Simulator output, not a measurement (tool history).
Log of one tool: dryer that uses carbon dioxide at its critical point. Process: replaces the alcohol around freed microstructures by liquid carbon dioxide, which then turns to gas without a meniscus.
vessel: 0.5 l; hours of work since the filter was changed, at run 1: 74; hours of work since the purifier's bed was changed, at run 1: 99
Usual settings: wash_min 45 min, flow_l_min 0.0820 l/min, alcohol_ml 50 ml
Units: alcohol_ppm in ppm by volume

run   hour  wash_min  flow_l_min  alcohol_ml  hours of work since the filter was changed  hours of work since the purifier's bed was changed  alcohol_ppm
  1    0.0        45      0.0820          50                                          74                                                  99          535
  2   15.1        45      0.0820          50                                          80                                                 105          524
  3   27.5        45      0.0820          50                                          85                                                 110          556
  4   46.9        36      0.0820          50                                          93                                                 118         1526
  5   60.4        45      0.0820          50                                          98                                                 123          576
  6   73.4        45      0.1211          50                                         103                                                 128           82
  7   87.6        45      0.1211          50                                         109                                                 134           99
  8  105.4        45      0.0820          50                                         115                                                 141          639
  9  126.0        45      0.0820          50                                         124                                                 149          647
 10  134.9        45      0.0820          50                                         127                                                 152          638
 11  146.1        45      0.0820         114                                         131                                                 156         1411
 12  166.5        45      0.0820          32                                         139                                                 164          449
 13  183.2        28      0.1031          63                                         146                                                 171         2541
 14  194.2        33      0.1031          58                                         150                                                 175         1206
 15  208.2        53      0.0820          50                                         156                                                 181          319
 16  222.8        63      0.0507          50                                         161                                                 186         1340
 17  237.5        63      0.1314          22                                         167                                                 192           54
 18  254.6        63      0.1314          22                                         174                                                 199           55
 19  274.4        66      0.0500         118                                         182                                                 207         2887
 20  295.3        64      0.1008          47                                         190                                                 215           68
 21  315.7        29      0.0878          36                                         198                                                 223         2648
     319.9  -- inlet filter changed
 22  332.6        40      0.0678          42                                           5                                                 229         1406
 23  345.9        45      0.0664          50                                          10                                                 234         1153

4 ways to go on from here, each from the tool as it stands after run 23. What would each give?
  A  362.5        60      0.1123          68                                          17                                                 241            ?
  B  362.5        45      0.1100          49                                          17                                                 241            ?
  C  362.5        53      0.1235          50                                          17                                                 241            ?
  D  362.5        66      0.1110          59                                          17                                                 241            ?

run  alcohol_ppm
  A           68
  B          131
  C           60
  D           60
Without the tool's hidden state the same runs would have given:
run  alcohol_ppm
  A           14
  B           72
  C            6
  D            5
